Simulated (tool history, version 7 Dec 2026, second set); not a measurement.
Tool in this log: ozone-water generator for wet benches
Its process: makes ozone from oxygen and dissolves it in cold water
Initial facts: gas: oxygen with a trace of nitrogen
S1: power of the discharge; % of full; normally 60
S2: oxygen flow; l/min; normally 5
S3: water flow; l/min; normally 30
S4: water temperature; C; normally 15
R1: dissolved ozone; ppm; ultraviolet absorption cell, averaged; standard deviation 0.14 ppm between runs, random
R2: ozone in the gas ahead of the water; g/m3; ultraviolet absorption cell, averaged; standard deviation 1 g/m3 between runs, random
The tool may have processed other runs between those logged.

Run 1, hour 0: usual settings. Result: R1 14.4 ppm, R2 175.5 g/m3.
Run 2, hour 113.2: usual settings. Result: R1 14.2 ppm, R2 173.9 g/m3.
Run 3, hour 258.1: usual settings. Result: R1 14.4 ppm, R2 175.3 g/m3.
Run 4, hour 377.5: usual settings but S3 27 l/min. Result: R1 15.8 ppm, R2 177.7 g/m3.
Run 5, hour 482.4: usual settings but S3 27 l/min. Result: R1 15.6 ppm, R2 175.8 g/m3.
Run 6, hour 549.1: usual settings but S3 27 l/min. Result: R1 15.8 ppm, R2 173.5 g/m3.
Run 7, hour 711.7: usual settings but S3 27 l/min, S4 14 C. Result: R1 15.8 ppm, R2 172.3 g/m3.
Run 8, hour 787: usual settings but S3 27 l/min, S4 14 C. Result: R1 15.9 ppm, R2 174.8 g/m3.
Run 9, hour 861.7: usual settings but S3 27 l/min, S4 14 C. Result: R1 15.8 ppm, R2 173.5 g/m3.
Run 10, hour 974.9: usual settings but S3 27 l/min, S4 14 C. Result: R1 15.6 ppm, R2 173.5 g/m3.
Run 11, hour 1053.7: usual settings but S1 47 % of full, S3 21 l/min, S4 14 C. Result: R1 17.3 ppm, R2 151.7 g/m3.
Run 12, hour 1125.6: usual settings but S1 82 % of full, S3 35 l/min, S4 22 C. Result: R1 13.1 ppm, R2 202.1 g/m3.
Run 13, hour 1250.2: usual settings but S3 18 l/min. Result: R1 21.9 ppm, R2 171.8 g/m3.
Run 14, hour 1323.1: usual settings but S1 64 % of full, S4 13 C. Result: R1 14.7 ppm, R2 178.1 g/m3.
Run 15, hour 1445.3: usual settings but S1 80 % of full, S2 3.45 l/min, S3 23 l/min, S4 8 C. Result: R1 19.8 ppm, R2 230.9 g/m3.
Run 16, hour 1575.9: usual settings but S1 83 % of full, S2 6.32 l/min, S3 25 l/min, S4 11 C. Result: R1 21.5 ppm, R2 182.3 g/m3.
Run 17, hour 1707.6: usual settings but S1 83 % of full, S2 6.32 l/min, S3 25 l/min, S4 22 C. Result: R1 18.5 ppm, R2 183.2 g/m3.
Run 18, hour 1838.8: usual settings but S3 28 l/min. Result: R1 14.8 ppm, R2 169.9 g/m3.
Run 19, hour 1961.5: usual settings but S1 62 % of full, S4 20 C. Result: R1 13.1 ppm, R2 172.9 g/m3.

Measured less the same run without the tool's hidden state. The same run-to-run variation is in both; the gauge's scatter may not be:
Hidden state at play: yield of the discharge, % of new electrodes'; contactor's efficiency, % of a clean one's; true water temperature over the reading, C; drift of the gauge itself on ozone_ppm, %; drift of the gauge itself on gas_g_m3, %.
run    R1     R2
  1  -0.9   -5.2
  2  -0.9   -5.6
  3  -0.9   -6.1
  4    -1   -6.6
  5    -1     -7
  6  -1.2   -7.1
  7  -1.2   -7.6
  8  -1.1   -7.8
  9  -1.2     -8
 10  -1.3   -8.5
 11  -1.2   -6.5
 12  -1.3  -12.5
 13  -1.8   -9.4
 14  -1.4  -10.4
 15    -2  -15.9
 16  -2.3  -13.4
 17  -2.1    -14
 18  -1.5  -11.4
 19  -1.5  -12.2
